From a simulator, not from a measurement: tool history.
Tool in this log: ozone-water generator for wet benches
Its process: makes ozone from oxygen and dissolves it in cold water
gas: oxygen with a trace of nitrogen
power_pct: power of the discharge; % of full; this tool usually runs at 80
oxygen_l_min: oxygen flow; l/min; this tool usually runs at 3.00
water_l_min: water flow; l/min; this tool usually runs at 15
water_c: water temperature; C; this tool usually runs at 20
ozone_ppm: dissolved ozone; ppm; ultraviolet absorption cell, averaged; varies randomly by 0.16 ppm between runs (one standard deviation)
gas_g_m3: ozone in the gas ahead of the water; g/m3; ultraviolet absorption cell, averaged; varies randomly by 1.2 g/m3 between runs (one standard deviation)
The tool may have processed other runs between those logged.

run 1 hour=0.0 | power_pct=80 oxygen_l_min=3.00 water_l_min=15 water_c=20 | ozone_ppm=20.1 gas_g_m3=202.3
run 2 hour=28.1 | power_pct=80 oxygen_l_min=3.00 water_l_min=15 water_c=27 | ozone_ppm=18.4 gas_g_m3=202.5
run 3 hour=67.4 | power_pct=80 oxygen_l_min=3.00 water_l_min=15 water_c=27 | ozone_ppm=18.0 gas_g_m3=201.9
run 4 hour=91.8 | power_pct=80 oxygen_l_min=3.52 water_l_min=15 water_c=20 | ozone_ppm=20.4 gas_g_m3=187.4
run 5 hour=141.3 | power_pct=80 oxygen_l_min=3.00 water_l_min=15 water_c=20 | ozone_ppm=20.2 gas_g_m3=198.9
run 6 hour=175.4 | power_pct=80 oxygen_l_min=3.00 water_l_min=15 water_c=20 | ozone_ppm=19.9 gas_g_m3=200.3
run 7 hour=216.3 | power_pct=80 oxygen_l_min=3.00 water_l_min=15 water_c=20 | ozone_ppm=20.0 gas_g_m3=198.1
run 8 hour=260.0 | power_pct=80 oxygen_l_min=3.00 water_l_min=15 water_c=21 | ozone_ppm=19.4 gas_g_m3=199.8
run 9 hour=302.5 | power_pct=44 oxygen_l_min=3.00 water_l_min=15 water_c=20 | ozone_ppm=13.3 gas_g_m3=134.2
-- hour=306.7 water thermometer calibrated
run 10 hour=326.7 | power_pct=44 oxygen_l_min=3.00 water_l_min=15 water_c=20 | ozone_ppm=13.3 gas_g_m3=133.2
run 11 hour=365.5 | power_pct=44 oxygen_l_min=3.00 water_l_min=15 water_c=20 | ozone_ppm=13.3 gas_g_m3=134.5
run 12 hour=416.2 | power_pct=44 oxygen_l_min=3.00 water_l_min=15 water_c=20 | ozone_ppm=13.0 gas_g_m3=134.3
run 13 hour=439.2 | power_pct=44 oxygen_l_min=3.00 water_l_min=15 water_c=20 | ozone_ppm=13.0 gas_g_m3=132.8
run 14 hour=468.4 | power_pct=44 oxygen_l_min=3.00 water_l_min=15 water_c=20 | ozone_ppm=13.1 gas_g_m3=132.2
-- hour=472.1 water thermometer calibrated, once more
run 15 hour=497.9 | power_pct=80 oxygen_l_min=2.65 water_l_min=15 water_c=20 | ozone_ppm=19.3 gas_g_m3=208.1
run 16 hour=529.8 | power_pct=80 oxygen_l_min=2.65 water_l_min=15 water_c=20 | ozone_ppm=19.0 gas_g_m3=208.3
run 17 hour=567.2 | power_pct=62 oxygen_l_min=2.65 water_l_min=18 water_c=27 | ozone_ppm=12.8 gas_g_m3=176.2
run 18 hour=616.7 | power_pct=62 oxygen_l_min=2.65 water_l_min=18 water_c=27 | ozone_ppm=12.5 gas_g_m3=175.3
run 19 hour=666.6 | power_pct=85 oxygen_l_min=3.15 water_l_min=13 water_c=21 | ozone_ppm=22.6 gas_g_m3=199.8
run 20 hour=707.5 | power_pct=85 oxygen_l_min=3.15 water_l_min=13 water_c=21 | ozone_ppm=22.5 gas_g_m3=200.0
run 21 hour=750.0 | power_pct=43 oxygen_l_min=4.90 water_l_min=16 water_c=25 | ozone_ppm=12.2 gas_g_m3=107.2
run 22 hour=782.2 | power_pct=43 oxygen_l_min=4.08 water_l_min=9 water_c=25 | ozone_ppm=17.7 gas_g_m3=114.5
run 23 hour=833.2 | power_pct=80 oxygen_l_min=4.14 water_l_min=15 water_c=14 | ozone_ppm=22.4 gas_g_m3=172.8
run 24 hour=870.1 | power_pct=82 oxygen_l_min=3.53 water_l_min=16 water_c=13 | ozone_ppm=20.5 gas_g_m3=187.6
run 25 hour=895.1 | power_pct=82 oxygen_l_min=3.53 water_l_min=16 water_c=13 | ozone_ppm=20.8 gas_g_m3=184.4
run 26 hour=940.0 | power_pct=82 oxygen_l_min=3.53 water_l_min=16 water_c=13 | ozone_ppm=20.9 gas_g_m3=186.0
run 27 hour=988.5 | power_pct=98 oxygen_l_min=2.63 water_l_min=13 water_c=14 | ozone_ppm=26.0 gas_g_m3=234.8
run 28 hour=1020.8 | power_pct=69 oxygen_l_min=2.81 water_l_min=17 water_c=20 | ozone_ppm=15.1 gas_g_m3=180.9
run 29 hour=1063.9 | power_pct=80 oxygen_l_min=4.69 water_l_min=14 water_c=20 | ozone_ppm=21.5 gas_g_m3=159.3
run 30 hour=1108.0 | power_pct=70 oxygen_l_min=4.69 water_l_min=14 water_c=20 | ozone_ppm=19.5 gas_g_m3=148.2
run 31 hour=1159.9 | power_pct=80 oxygen_l_min=3.00 water_l_min=11 water_c=24 | ozone_ppm=23.2 gas_g_m3=194.9
run 32 hour=1212.8 | power_pct=41 oxygen_l_min=1.59 water_l_min=17 water_c=20 | ozone_ppm=9.0 gas_g_m3=162.6

Branching from run 32: 3 alternative next runs. What would each branch give?
run A hour=1250.9 | power_pct=41 oxygen_l_min=1.59 water_l_min=13 water_c=16 | ozone_ppm=? gas_g_m3=?
run B hour=1250.9 | power_pct=80 oxygen_l_min=2.70 water_l_min=15 water_c=20 | ozone_ppm=? gas_g_m3=?
run C hour=1250.9 | power_pct=80 oxygen_l_min=3.00 water_l_min=20 water_c=28 | ozone_ppm=? gas_g_m3=?

run=A ozone_ppm=12.6 gas_g_m3=162.3
run=B ozone_ppm=18.4 gas_g_m3=201.0
run=C ozone_ppm=13.2 gas_g_m3=191.4
Take away the tool's hidden state, keep each run's random variation, and the runs would have read:
run=A ozone_ppm=13.9 gas_g_m3=171.1
run=B ozone_ppm=21.2 gas_g_m3=219.9
run=C ozone_ppm=15.5 gas_g_m3=209.4

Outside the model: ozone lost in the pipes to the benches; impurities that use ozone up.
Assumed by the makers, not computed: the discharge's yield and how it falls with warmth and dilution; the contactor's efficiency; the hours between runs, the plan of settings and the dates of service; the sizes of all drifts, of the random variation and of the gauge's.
